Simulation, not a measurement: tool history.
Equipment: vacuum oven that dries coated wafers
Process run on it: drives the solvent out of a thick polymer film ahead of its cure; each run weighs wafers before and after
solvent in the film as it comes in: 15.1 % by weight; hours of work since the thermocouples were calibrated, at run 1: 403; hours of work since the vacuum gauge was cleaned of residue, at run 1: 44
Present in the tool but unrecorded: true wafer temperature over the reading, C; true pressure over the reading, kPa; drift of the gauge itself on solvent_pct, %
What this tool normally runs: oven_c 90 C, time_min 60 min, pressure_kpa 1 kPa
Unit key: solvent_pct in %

run	hour	oven_c	time_min	pressure_kpa	hours of work since the thermocouples were calibrated	hours of work since the vacuum gauge was cleaned of residue	solvent_pct
1	0	90	60	1	403	44	3.13
2	22.2	90	60	1	418	59	3.12
3	39.8	90	38	1	430	72	4.86
4	76.3	90	69	1	456	97	2.55
5	98.4	90	60	1	471	112	3.23
6	128.9	90	60	1	492	134	3.18
7	166.4	90	51	1	519	160	3.56
8	198.9	90	51	1	541	183	3.59
9	234.9	90	58	1	566	208	3.17
10	251.6	90	58	1	578	219	3.25
11	270.3	90	99	1	591	232	1.66
12	300.1	90	99	1	612	253	1.6
13	323.2	90	99	1	628	269	1.63
14	350	90	60	1.99	647	288	3.85
15	367	90	60	1.99	658	300	3.89
16	398.6	90	60	1	680	322	3.01
17	435.3	90	51	1	706	347	3.78
18	458.3	90	51	1	722	363	3.7
19	479.2	90	49	1	737	378	3.92
20	506	90	38	1	755	397	5.01
21	533.9	90	38	1	775	416	4.82
22	568.9	90	38	1	799	441	5.14
23	594.3	75	38	1	817	458	8.65
24	621.1	90	60	0.85	836	477	3.02
25	657.9	90	60	0.85	861	503	2.98
26	695.7	77	102	1.62	888	529	5.04
27	730	91	63	0.61	912	553	2.5
28	763.7	86	58	1	935	576	4.2
29	780.6	90	60	1.48	947	588	3.5
30	817.3	85	62	1.48	973	614	4.61
31	837.6	85	62	1.77	987	628	4.99
32	854.7	95	89	2.42	999	640	2.27
33	872.6	90	89	2.42	1011	652	3
34	890.6	90	89	2.42	1024	665	3.15
35	919.8	101	60	3.91	1044	685	2.99
36	950.7	101	60	3.91	1066	707	2.96
37	971.8	94	43	1.51	1080	722	3.87
38	995.8	90	47	1	1097	738	4.11
39	1026	102	63	3.45	1118	759	2.63
40	1064	103	66	3.45	1145	786	2.23
41	1100.8	103	66	3.45	1170	812	2.25
42	1116.7	103	60	1	1181	823	1.05
43	1136.4	103	60	1	1195	836	1.15
44	1169.3	84	77	1	1218	859	3.44
45	1185.5	89	52	0.94	1229	871	3.71
46	1211.5	89	52	0.94	1247	889	3.85
47	1244.2	96	31	0.94	1270	912	4.23

Each row is a separate what-if for the run after 47, all from the same tool condition, not one after another. Results?
A	1269.7	88	31	0.93	1288	929	?
B	1269.7	104	32	1	1288	929	?
C	1269.7	104	42	1.96	1288	929	?
D	1269.7	86	91	3.92	1288	929	?

run	solvent_pct
A	6.16
B	2.52
C	2.2
D	5.47
The same runs, with their run-to-run variation unchanged, on a tool lacking any hidden condition would have given:
run	solvent_pct
A	6.15
B	2.51
C	2.19
D	5.45
